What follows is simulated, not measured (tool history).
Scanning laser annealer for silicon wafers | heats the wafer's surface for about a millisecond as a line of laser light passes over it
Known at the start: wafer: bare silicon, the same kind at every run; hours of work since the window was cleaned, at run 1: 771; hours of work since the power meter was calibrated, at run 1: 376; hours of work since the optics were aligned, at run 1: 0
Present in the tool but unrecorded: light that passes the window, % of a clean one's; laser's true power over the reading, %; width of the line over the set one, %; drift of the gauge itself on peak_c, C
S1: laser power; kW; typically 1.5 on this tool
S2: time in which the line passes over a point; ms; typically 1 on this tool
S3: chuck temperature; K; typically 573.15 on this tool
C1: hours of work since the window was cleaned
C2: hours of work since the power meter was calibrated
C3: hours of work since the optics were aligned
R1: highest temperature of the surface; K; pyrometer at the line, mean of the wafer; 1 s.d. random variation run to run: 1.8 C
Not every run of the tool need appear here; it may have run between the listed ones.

Run 1, hour 0: usual settings; C1 771; C2 376; C3 0. Result: R1 1263.15 K.
Run 2, hour 16.4: usual settings; C1 780; C2 385; C3 9. Result: R1 1261.15 K.
Run 3, hour 31.8: usual settings; C1 788; C2 393; C3 17. Result: R1 1260.15 K.
Run 4, hour 41.5: usual settings; C1 794; C2 399; C3 22. Result: R1 1261.15 K.
Run 5, hour 58.4: usual settings; C1 803; C2 408; C3 31. Result: R1 1260.15 K.
Run 6, hour 72.7: usual settings but S2 0.88 ms; C1 810; C2 415; C3 39. Result: R1 1219.15 K.
Run 7, hour 88.5: usual settings; C1 819; C2 424; C3 48. Result: R1 1258.15 K.
Run 8, hour 100.4: usual settings; C1 825; C2 430; C3 54. Result: R1 1257.15 K.
At hour 106.9: window over the wafer cleaned.
Run 9, hour 119.5: usual settings; C1 7; C2 439; C3 63. Result: R1 1290.15 K.
At hour 124.1: laser's power meter calibrated.
Run 10, hour 139.5: usual settings; C1 16; C2 8; C3 72. Result: R1 1287.15 K.
Run 11, hour 149: usual settings; C1 21; C2 13; C3 77. Result: R1 1287.15 K.
Run 12, hour 158.5: usual settings but S1 1.378 kW; C1 26; C2 19; C3 83. Result: R1 1227.15 K.
Run 13, hour 170.1: usual settings but S1 1.378 kW; C1 32; C2 25; C3 89. Result: R1 1227.15 K.
Run 14, hour 185.5: usual settings but S1 1.359 kW, S2 1.09 ms, S3 560.15 K; C1 41; C2 33; C3 97. Result: R1 1232.15 K.
Run 15, hour 195.9: usual settings but S1 1.637 kW, S2 1.09 ms, S3 577.15 K; C1 46; C2 39; C3 103. Result: R1 1390.15 K.
Run 16, hour 204.4: usual settings but S2 0.88 ms, S3 590.15 K; C1 51; C2 43; C3 107. Result: R1 1263.15 K.
Run 17, hour 217.4: usual settings but S2 0.88 ms, S3 590.15 K; C1 58; C2 50; C3 114. Result: R1 1262.15 K.
At hour 226: laser's power meter calibrated, once more.
Run 18, hour 232.1: usual settings but S1 1.432 kW, S2 0.99 ms; C1 64; C2 3; C3 121. Result: R1 1253.15 K.
Run 19, hour 245.7: usual settings but S2 0.88 ms, S3 587.15 K; C1 71; C2 11; C3 128. Result: R1 1264.15 K.
Run 20, hour 255.7: usual settings but S2 0.88 ms, S3 558.15 K; C1 77; C2 16; C3 133. Result: R1 1233.15 K.
Run 21, hour 270.6: usual settings but S2 0.88 ms, S3 558.15 K; C1 85; C2 24; C3 141. Result: R1 1232.15 K.
Run 22, hour 283.6: usual settings but S1 1.516 kW, S2 0.72 ms, S3 576.15 K; C1 92; C2 31; C3 148. Result: R1 1201.15 K.
Run 23, hour 291: usual settings but S1 1.516 kW, S2 0.72 ms, S3 576.15 K; C1 96; C2 35; C3 152. Result: R1 1202.15 K.
Run 24, hour 306.6: usual settings but S1 1.468 kW, S2 1.24 ms, S3 601.15 K; C1 104; C2 43; C3 161. Result: R1 1375.15 K.

Each run again, without the hidden state but with its own random variation kept:
run       R1
  1  1297.15
  2  1296.15
  3  1295.15
  4  1297.15
  5  1296.15
  6  1253.15
  7  1295.15
  8  1294.15
  9  1297.15
 10  1295.15
 11  1296.15
 12  1235.15
 13  1236.15
 14  1241.15
 15  1401.15
 16  1273.15
 17  1271.15
 18  1257.15
 19  1269.15
 20  1238.15
 21  1238.15
 22  1206.15
 23  1207.15
 24  1382.15
